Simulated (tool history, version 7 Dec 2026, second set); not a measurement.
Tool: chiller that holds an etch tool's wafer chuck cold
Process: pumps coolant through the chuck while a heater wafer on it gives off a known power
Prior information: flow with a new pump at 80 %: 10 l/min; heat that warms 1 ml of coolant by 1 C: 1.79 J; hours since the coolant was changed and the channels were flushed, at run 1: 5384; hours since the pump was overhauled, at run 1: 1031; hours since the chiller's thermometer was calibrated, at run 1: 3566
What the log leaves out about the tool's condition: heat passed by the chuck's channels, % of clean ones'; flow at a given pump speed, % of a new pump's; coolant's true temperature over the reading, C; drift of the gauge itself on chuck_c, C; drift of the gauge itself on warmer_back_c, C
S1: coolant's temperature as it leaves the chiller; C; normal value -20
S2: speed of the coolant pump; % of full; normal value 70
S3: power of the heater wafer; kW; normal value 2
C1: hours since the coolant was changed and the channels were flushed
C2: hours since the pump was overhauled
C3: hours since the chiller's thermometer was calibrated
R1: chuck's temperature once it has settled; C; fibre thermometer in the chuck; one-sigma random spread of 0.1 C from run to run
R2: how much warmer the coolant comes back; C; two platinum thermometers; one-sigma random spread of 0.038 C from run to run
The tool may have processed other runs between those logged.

{"run": 1, "hour": 0.0, "S1": -20, "S2": 70, "S3": 2, "C1": 5384, "C2": 1031, "C3": 3566, "R1": -2.2, "R2": 7.92}
{"run": 2, "hour": 17.8, "S1": -20, "S2": 70, "S3": 2, "C1": 5402, "C2": 1049, "C3": 3584, "R1": -2.3, "R2": 7.88}
{"run": 3, "hour": 51.8, "S1": -20, "S2": 70, "S3": 2, "C1": 5436, "C2": 1083, "C3": 3618, "R1": -2.4, "R2": 7.87}
{"run": 4, "hour": 69.3, "S1": -20, "S2": 70, "S3": 2, "C1": 5453, "C2": 1100, "C3": 3636, "R1": -2.3, "R2": 7.86}
{"run": 5, "hour": 98.9, "S1": -20, "S2": 70, "S3": 2, "C1": 5483, "C2": 1130, "C3": 3665, "R1": -2.3, "R2": 7.86}
{"run": 6, "hour": 119.6, "S1": -20, "S2": 70, "S3": 1.172, "C1": 5504, "C2": 1151, "C3": 3686, "R1": -9.9, "R2": 4.55}
{"run": 7, "hour": 134.1, "S1": -20, "S2": 70, "S3": 2, "C1": 5518, "C2": 1165, "C3": 3700, "R1": -2.2, "R2": 7.91}
{"run": 8, "hour": 167.0, "S1": -20, "S2": 70, "S3": 2, "C1": 5551, "C2": 1198, "C3": 3733, "R1": -2.3, "R2": 7.88}
{"run": 9, "hour": 190.4, "S1": -20, "S2": 70, "S3": 2, "C1": 5574, "C2": 1221, "C3": 3757, "R1": -2.4, "R2": 7.9}
{"run": 10, "hour": 206.1, "S1": -20, "S2": 70, "S3": 2, "C1": 5590, "C2": 1237, "C3": 3772, "R1": -2.4, "R2": 7.92}
{"run": 11, "hour": 235.8, "S1": -20, "S2": 70, "S3": 1.268, "C1": 5620, "C2": 1267, "C3": 3802, "R1": -8.9, "R2": 5}
{"run": 12, "hour": 270.8, "S1": -20, "S2": 70, "S3": 1.268, "C1": 5655, "C2": 1302, "C3": 3837, "R1": -9, "R2": 4.97}
{"run": 13, "hour": 303.9, "S1": -20, "S2": 70, "S3": 2.393, "C1": 5688, "C2": 1335, "C3": 3870, "R1": 1.4, "R2": 9.42}
{"run": 14, "hour": 322.8, "S1": -26, "S2": 70, "S3": 2.393, "C1": 5707, "C2": 1354, "C3": 3889, "R1": -4.4, "R2": 9.4}
{"run": 15, "hour": 355.9, "S1": -26, "S2": 70, "S3": 2.393, "C1": 5740, "C2": 1387, "C3": 3922, "R1": -4.6, "R2": 9.5}
{"run": 16, "hour": 381.5, "S1": -16, "S2": 70, "S3": 2, "C1": 5766, "C2": 1412, "C3": 3948, "R1": 1.9, "R2": 7.95}
{"run": 17, "hour": 414.2, "S1": -16, "S2": 70, "S3": 2, "C1": 5798, "C2": 1445, "C3": 3980, "R1": 1.8, "R2": 7.91}
{"run": 18, "hour": 448.8, "S1": -28, "S2": 68, "S3": 2.034, "C1": 5833, "C2": 1480, "C3": 4015, "R1": -9.3, "R2": 8.28}
{"run": 19, "hour": 476.6, "S1": -20, "S2": 81, "S3": 2.034, "C1": 5861, "C2": 1508, "C3": 4043, "R1": -3.9, "R2": 6.77}
{"run": 20, "hour": 494.1, "S1": -26, "S2": 70, "S3": 1.254, "C1": 5878, "C2": 1525, "C3": 4060, "R1": -14.8, "R2": 4.91}
{"run": 21, "hour": 518.1, "S1": -25, "S2": 70, "S3": 1.434, "C1": 5902, "C2": 1549, "C3": 4084, "R1": -12.3, "R2": 5.71}
{"run": 22, "hour": 535.6, "S1": -18, "S2": 69, "S3": 1.178, "C1": 5920, "C2": 1567, "C3": 4102, "R1": -7.4, "R2": 4.71}
{"run": 23, "hour": 561.3, "S1": -18, "S2": 69, "S3": 1.178, "C1": 5945, "C2": 1592, "C3": 4128, "R1": -7.5, "R2": 4.73}
{"hour": 585.7, "done": "chiller's thermometer calibrated"}
{"run": 24, "hour": 594.0, "S1": -20, "S2": 66, "S3": 1.854, "C1": 5977, "C2": 1624, "C3": 8, "R1": -2, "R2": 7.89}
{"run": 25, "hour": 616.8, "S1": -27, "S2": 70, "S3": 2, "C1": 6000, "C2": 1647, "C3": 31, "R1": -8.6, "R2": 7.93}
{"run": 26, "hour": 648.4, "S1": -28, "S2": 70, "S3": 1.256, "C1": 6031, "C2": 1678, "C3": 63, "R1": -16.3, "R2": 4.97}
{"run": 27, "hour": 663.9, "S1": -28, "S2": 70, "S3": 1.256, "C1": 6047, "C2": 1694, "C3": 78, "R1": -16.2, "R2": 5}
{"run": 28, "hour": 689.7, "S1": -28, "S2": 70, "S3": 1.256, "C1": 6073, "C2": 1720, "C3": 104, "R1": -16.4, "R2": 4.97}
{"run": 29, "hour": 717.5, "S1": -14, "S2": 92, "S3": 1.668, "C1": 6101, "C2": 1747, "C3": 132, "R1": -1.6, "R2": 4.9}

For each run, the measured value with the value that run would have given without the tool's hidden condition subtracted. The run-to-run variation is shared by both, the gauge scatter possibly not:
run=1 R1=+1.6 R2=+0.06
run=2 R1=+1.7 R2=+0.06
run=3 R1=+1.7 R2=+0.07
run=4 R1=+1.7 R2=+0.06
run=5 R1=+1.7 R2=+0.07
run=6 R1=+0.7 R2=+0.04
run=7 R1=+1.8 R2=+0.07
run=8 R1=+1.8 R2=+0.07
run=9 R1=+1.7 R2=+0.08
run=10 R1=+1.7 R2=+0.07
run=11 R1=+0.9 R2=+0.04
run=12 R1=+0.9 R2=+0.05
run=13 R1=+2.3 R2=+0.1
run=14 R1=+2.3 R2=+0.1
run=15 R1=+2.3 R2=+0.11
run=16 R1=+1.9 R2=+0.08
run=17 R1=+1.9 R2=+0.09
run=18 R1=+2 R2=+0.1
run=19 R1=+1.6 R2=+0.08
run=20 R1=+1 R2=+0.06
run=21 R1=+1.2 R2=+0.07
run=22 R1=+0.9 R2=+0.06
run=23 R1=+0.9 R2=+0.07
run=24 R1=+2.6 R2=+0.11
run=25 R1=+2.7 R2=+0.11
run=26 R1=+1.7 R2=+0.06
run=27 R1=+1.7 R2=+0.07
run=28 R1=+1.7 R2=+0.07
run=29 R1=+1.9 R2=+0.07

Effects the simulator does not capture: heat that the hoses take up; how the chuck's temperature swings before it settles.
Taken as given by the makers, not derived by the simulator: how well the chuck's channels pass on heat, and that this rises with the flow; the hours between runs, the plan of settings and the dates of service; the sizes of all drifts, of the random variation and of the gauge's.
